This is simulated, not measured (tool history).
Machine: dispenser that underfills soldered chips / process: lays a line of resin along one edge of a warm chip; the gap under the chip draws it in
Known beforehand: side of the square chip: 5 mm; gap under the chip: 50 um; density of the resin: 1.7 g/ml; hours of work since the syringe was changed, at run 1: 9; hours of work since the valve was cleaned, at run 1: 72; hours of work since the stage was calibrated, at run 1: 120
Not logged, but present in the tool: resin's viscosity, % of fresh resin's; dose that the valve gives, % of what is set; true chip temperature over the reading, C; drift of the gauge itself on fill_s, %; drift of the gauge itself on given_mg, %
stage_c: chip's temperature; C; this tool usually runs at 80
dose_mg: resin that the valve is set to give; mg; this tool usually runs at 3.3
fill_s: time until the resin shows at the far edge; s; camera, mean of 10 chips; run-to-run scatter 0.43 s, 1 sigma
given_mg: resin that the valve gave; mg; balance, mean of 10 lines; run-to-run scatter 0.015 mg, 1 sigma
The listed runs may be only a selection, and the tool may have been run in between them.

run,day,stage_c,dose_mg,hours of work since the syringe was changed,hours of work since the valve was cleaned,hours of work since the stage was calibrated,fill_s,given_mg
1,0,80,3.3,9,72,120,44.8,3.13
2,0.079,80,3.82,10,73,121,45.1,3.57
# day 0.104: new syringe of resin
3,0.242,80,3.82,2,75,123,31.6,3.6
4,0.408,80,3.82,5,78,126,34.4,3.56
# day 0.475: dispensing valve cleaned and set on the balance
5,0.625,80,3.82,7,2,129,39.2,3.8
6,0.796,69,3.3,10,5,131,68.9,3.29
# day 0.846: new syringe of resin
7,0.938,69,3.3,1,7,133,49.4,3.28
8,1.079,69,3.19,4,9,135,53.5,3.17
9,1.267,69,3.19,6,12,138,60.3,3.18
10,1.375,80,3.3,8,14,140,41.5,3.25
11,1.475,80,4.11,10,15,141,44.2,4.04
# day 1.542: new syringe of resin
12,1.625,80,3.86,1,17,144,31.9,3.8
13,1.812,80,3.86,4,20,146,35.6,3.81
14,1.917,92,3.48,6,22,148,23.7,3.41
15,2.075,92,3.48,8,24,150,26.3,3.4
# day 2.246: new syringe of resin
16,2.288,85,2.82,1,27,153,26.5,2.77
17,2.408,91,3.3,2,29,155,22,3.23
18,2.596,72,3.97,5,32,158,50.2,3.86

For run 19, what comes out?
19,2.762,80,3.27,8,34,161,?,?

{"run 19": {"fill_s": 41, "given_mg": 3.18}}
With the hidden condition absent and the run-to-run variation left alone, this run would have shown fill_s 30.3 s, given_mg 3.28 mg.

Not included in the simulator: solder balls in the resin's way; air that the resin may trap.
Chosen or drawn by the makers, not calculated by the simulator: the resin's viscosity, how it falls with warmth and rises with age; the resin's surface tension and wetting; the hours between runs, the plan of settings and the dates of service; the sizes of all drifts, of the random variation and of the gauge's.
